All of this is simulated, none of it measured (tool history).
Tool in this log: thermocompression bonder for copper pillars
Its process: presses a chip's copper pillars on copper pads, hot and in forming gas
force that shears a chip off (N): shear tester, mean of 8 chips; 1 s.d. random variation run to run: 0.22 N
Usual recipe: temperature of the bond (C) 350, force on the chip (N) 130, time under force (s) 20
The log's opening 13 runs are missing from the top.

run	day	temperature of the bond (C)	force on the chip (N)	time under force (s)	force that shears a chip off (N)
14	11.65	350	130	20	67.3
15	12.562	350	130	20	66.7
16	13.738	350	130	20	67
17	14.925	322	130	20	52.4
18	15.858	350	130	54	80.6
19	16.742	350	130	38	76.3
20	17.704	350	130	38	75.9
21	18.462	350	143	13	62.9
22	19.458	350	143	13	62.5
23	20.458	350	143	13	62.7
24	21.096	350	131	11	56.4
25	21.854	370	130	26	78.6
# day 22.188: force cell calibrated
26	22.467	342	125	20	63
27	23.425	342	125	20	63
28	24.417	370	153	49	87.1
29	24.983	345	130	20	65.9
30	25.6	362	170	36	85.8
31	26.362	362	170	36	86

Run 32 is up next; what results do you expect?
32	27.496	362	129	33	?

force that shears a chip off (N): 78.5
Were there no unlogged condition in the tool, this run, its random variation unchanged, would have produced force that shears a chip off (N) 79.3.
